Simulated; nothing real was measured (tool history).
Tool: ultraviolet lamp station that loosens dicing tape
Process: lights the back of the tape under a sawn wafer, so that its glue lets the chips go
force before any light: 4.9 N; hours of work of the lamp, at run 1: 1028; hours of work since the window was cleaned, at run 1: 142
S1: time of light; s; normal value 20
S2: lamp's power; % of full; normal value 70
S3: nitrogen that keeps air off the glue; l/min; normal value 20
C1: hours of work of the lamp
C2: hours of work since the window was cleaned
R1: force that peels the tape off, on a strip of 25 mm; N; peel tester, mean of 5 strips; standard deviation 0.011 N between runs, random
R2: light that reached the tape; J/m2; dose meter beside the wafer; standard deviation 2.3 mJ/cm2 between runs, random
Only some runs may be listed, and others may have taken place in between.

{"run": 1, "day": 0.0, "S1": 20, "S2": 70, "S3": 20, "C1": 1028, "C2": 142, "R1": 0.49, "R2": 2450}
{"run": 2, "day": 0.938, "S1": 20, "S2": 70, "S3": 20, "C1": 1045, "C2": 160, "R1": 0.503, "R2": 2400}
{"run": 3, "day": 1.958, "S1": 17, "S2": 70, "S3": 20, "C1": 1064, "C2": 179, "R1": 0.672, "R2": 2070}
{"run": 4, "day": 2.742, "S1": 17, "S2": 70, "S3": 20, "C1": 1079, "C2": 193, "R1": 0.647, "R2": 2070}
{"run": 5, "day": 4.038, "S1": 17, "S2": 70, "S3": 20, "C1": 1103, "C2": 218, "R1": 0.654, "R2": 2090}
{"run": 6, "day": 4.988, "S1": 20, "S2": 70, "S3": 20, "C1": 1121, "C2": 235, "R1": 0.502, "R2": 2450}
{"run": 7, "day": 6.333, "S1": 20, "S2": 70, "S3": 36, "C1": 1146, "C2": 261, "R1": 0.426, "R2": 2390}
{"run": 8, "day": 7.221, "S1": 20, "S2": 70, "S3": 14, "C1": 1163, "C2": 277, "R1": 0.57, "R2": 2430}
{"run": 9, "day": 8.492, "S1": 20, "S2": 70, "S3": 14, "C1": 1186, "C2": 301, "R1": 0.544, "R2": 2410}
{"run": 10, "day": 9.275, "S1": 20, "S2": 70, "S3": 14, "C1": 1201, "C2": 315, "R1": 0.567, "R2": 2440}
{"run": 11, "day": 10.583, "S1": 20, "S2": 70, "S3": 14, "C1": 1226, "C2": 340, "R1": 0.576, "R2": 2450}
{"run": 12, "day": 11.962, "S1": 20, "S2": 70, "S3": 14, "C1": 1251, "C2": 366, "R1": 0.571, "R2": 2440}
{"day": 12.733, "done": "window cleaned of glue's vapour"}
{"run": 13, "day": 13.142, "S1": 37, "S2": 76, "S3": 7, "C1": 1273, "C2": 8, "R1": 0.276, "R2": 4900}
{"run": 14, "day": 14.325, "S1": 22, "S2": 76, "S3": 35, "C1": 1295, "C2": 30, "R1": 0.33, "R2": 2880}
{"run": 15, "day": 15.388, "S1": 35, "S2": 81, "S3": 17, "C1": 1315, "C2": 50, "R1": 0.229, "R2": 4910}
{"run": 16, "day": 16.492, "S1": 35, "S2": 68, "S3": 24, "C1": 1335, "C2": 70, "R1": 0.264, "R2": 4150}
{"run": 17, "day": 17.292, "S1": 16, "S2": 82, "S3": 24, "C1": 1350, "C2": 85, "R1": 0.526, "R2": 2250}
{"run": 18, "day": 17.908, "S1": 20, "S2": 62, "S3": 20, "C1": 1362, "C2": 97, "R1": 0.618, "R2": 2170}

Alternative continuations, all from the tool just after run 18; predict every row:
{"run": "A", "day": 18.546, "S1": 13, "S2": 72, "S3": 9, "C1": 1374, "C2": 109, "R1": "?", "R2": "?"}
{"run": "B", "day": 18.546, "S1": 20, "S2": 62, "S3": 7, "C1": 1374, "C2": 109, "R1": "?", "R2": "?"}
{"run": "C", "day": 18.546, "S1": 20, "S2": 98, "S3": 20, "C1": 1374, "C2": 109, "R1": "?", "R2": "?"}
{"run": "D", "day": 18.546, "S1": 20, "S2": 70, "S3": 20, "C1": 1374, "C2": 109, "R1": "?", "R2": "?"}

run=A R1=1.224 R2=1590
run=B R1=0.914 R2=2150
run=C R1=0.308 R2=3460
run=D R1=0.506 R2=2430
Take away the tool's hidden state, keep each run's random variation, and the runs would have read:
run=A R1=1.219 R2=1600
run=B R1=0.91 R2=2160
run=C R1=0.307 R2=3470
run=D R1=0.504 R2=2440

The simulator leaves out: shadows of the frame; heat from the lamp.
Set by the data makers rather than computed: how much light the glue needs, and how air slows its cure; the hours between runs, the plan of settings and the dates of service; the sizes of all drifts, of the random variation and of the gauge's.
